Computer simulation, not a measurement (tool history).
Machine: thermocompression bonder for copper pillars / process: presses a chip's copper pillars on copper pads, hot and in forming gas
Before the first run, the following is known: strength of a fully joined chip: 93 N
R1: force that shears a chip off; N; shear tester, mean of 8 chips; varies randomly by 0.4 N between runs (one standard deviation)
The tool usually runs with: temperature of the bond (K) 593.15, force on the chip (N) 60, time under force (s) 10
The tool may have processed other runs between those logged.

Run 1, hour 0: usual settings. Result: R1 33.6 N.
Run 2, hour 84.7: usual settings. Result: R1 33 N.
Run 3, hour 133.6: usual settings but force on the chip (N) 46. Result: R1 27.3 N.
Run 4, hour 192.3: usual settings but force on the chip (N) 69. Result: R1 41.3 N.
Run 5, hour 260.2: usual settings but force on the chip (N) 69. Result: R1 40.7 N.
Run 6, hour 315.5: usual settings but time under force (s) 14. Result: R1 38.9 N.
Run 7, hour 384.4: usual settings but time under force (s) 14. Result: R1 38.2 N.
Run 8, hour 430.8: usual settings but temperature of the bond (K) 619.15. Result: R1 40.7 N.
Run 9, hour 480.6: usual settings. Result: R1 33.3 N.
Run 10, hour 519.6: usual settings. Result: R1 32.6 N.
Run 11, hour 580.2: usual settings. Result: R1 32.6 N.
Run 12, hour 657: usual settings. Result: R1 35.1 N.
Run 13, hour 723.7: usual settings. Result: R1 35 N.
Run 14, hour 790.2: usual settings but temperature of the bond (K) 608.15. Result: R1 37.9 N.
Run 15, hour 830.2: usual settings but temperature of the bond (K) 608.15. Result: R1 37.4 N.
Run 16, hour 895.6: usual settings but temperature of the bond (K) 608.15, force on the chip (N) 56. Result: R1 35.2 N.
Run 17, hour 953.5: usual settings but force on the chip (N) 61, time under force (s) 22. Result: R1 44.4 N.
Run 18, hour 1036.9: usual settings but force on the chip (N) 61, time under force (s) 22. Result: R1 42.5 N.
Run 19, hour 1117: usual settings but force on the chip (N) 61, time under force (s) 22. Result: R1 47 N.
Run 20, hour 1194.4: usual settings but force on the chip (N) 61, time under force (s) 22. Result: R1 47.3 N.
Run 21, hour 1236.5: usual settings but force on the chip (N) 61, time under force (s) 22. Result: R1 46.1 N.
Run 22, hour 1299.2: usual settings but temperature of the bond (K) 610.15, time under force (s) 12. Result: R1 42.4 N.
Run 23, hour 1349.3: usual settings but temperature of the bond (K) 610.15, time under force (s) 12. Result: R1 41.4 N.
Run 24, hour 1414.2: usual settings but temperature of the bond (K) 610.15, time under force (s) 12. Result: R1 41 N.
Run 25, hour 1492: usual settings but temperature of the bond (K) 587.15, force on the chip (N) 43, time under force (s) 9. Result: R1 22.4 N.
Run 26, hour 1557: usual settings but force on the chip (N) 43. Result: R1 23.6 N.
Run 27, hour 1627: usual settings but temperature of the bond (K) 568.15, force on the chip (N) 42, time under force (s) 8. Result: R1 18.2 N.
Run 28, hour 1679.4: usual settings but time under force (s) 5. Result: R1 27.7 N.
Run 29, hour 1752.9: usual settings but temperature of the bond (K) 571.15, force on the chip (N) 56, time under force (s) 30. Result: R1 42.8 N.
Run 30, hour 1828.8: usual settings but temperature of the bond (K) 592.15, force on the chip (N) 50, time under force (s) 26. Result: R1 41.6 N.
Run 31, hour 1887.7: usual settings but temperature of the bond (K) 573.15, force on the chip (N) 57. Result: R1 27.6 N.
Run 32, hour 1957.9: usual settings but temperature of the bond (K) 590.15, time under force (s) 24. Result: R1 45.6 N.

Not shown: 7 entries that the log had between the listed runs. Between which runs, and how does the tool's hidden state differ before and after?
Logged between run 2 and run 3: forming gas filter changed (hour 90.7)
  true temperature of the bond over the reading, C: -0.6 -> -0.7; force that reaches the chip, % of what is set: 97.4 -> 97.3; oxide that the forming gas leaves, % of the face: 11.29 -> 1.43
  measured minus no-state result, R1: -5.2 -> -1.3 N
Logged between run 11 and run 12: forming gas filter changed (hour 594.7)
  true temperature of the bond over the reading, C: -2 -> -2.2; force that reaches the chip, % of what is set: 96.5 -> 96.3; oxide that the forming gas leaves, % of the face: 11.49 -> 1.94
  measured minus no-state result, R1: -5.9 -> -2.6 N
Logged between run 18 and run 19: forming gas filter changed (hour 1100.3)
  true temperature of the bond over the reading, C: -3.3 -> -3.5; force that reaches the chip, % of what is set: 95.6 -> 95.4; oxide that the forming gas leaves, % of the face: 10.3 -> 0.91
  measured minus no-state result, R1: -7.8 -> -3.4 N
Logged between run 21 and run 22: force cell calibrated (hour 1245.3); heater calibrated with a thermocouple chip (hour 1279.1)
  true temperature of the bond over the reading, C: -3.9 -> 0.4; force that reaches the chip, % of what is set: 95.2 -> 94; oxide that the forming gas leaves, % of the face: 3.52 -> 4.9
  measured minus no-state result, R1: -5 -> -4.4 N
Logged between run 24 and run 25: force cell calibrated, once more (hour 1472.2)
  true temperature of the bond over the reading, C: 0.1 -> -0.1; force that reaches the chip, % of what is set: 93.8 -> 99.8; oxide that the forming gas leaves, % of the face: 7.3 -> 8.8
  measured minus no-state result, R1: -5.7 -> -2.1 N
Logged between run 26 and run 27: forming gas filter changed (hour 1611.8)
  true temperature of the bond over the reading, C: -0.3 -> -0.5; force that reaches the chip, % of what is set: 99.7 -> 99.6; oxide that the forming gas leaves, % of the face: 10.23 -> 0.94
  measured minus no-state result, R1: -2.7 -> -0.2 N
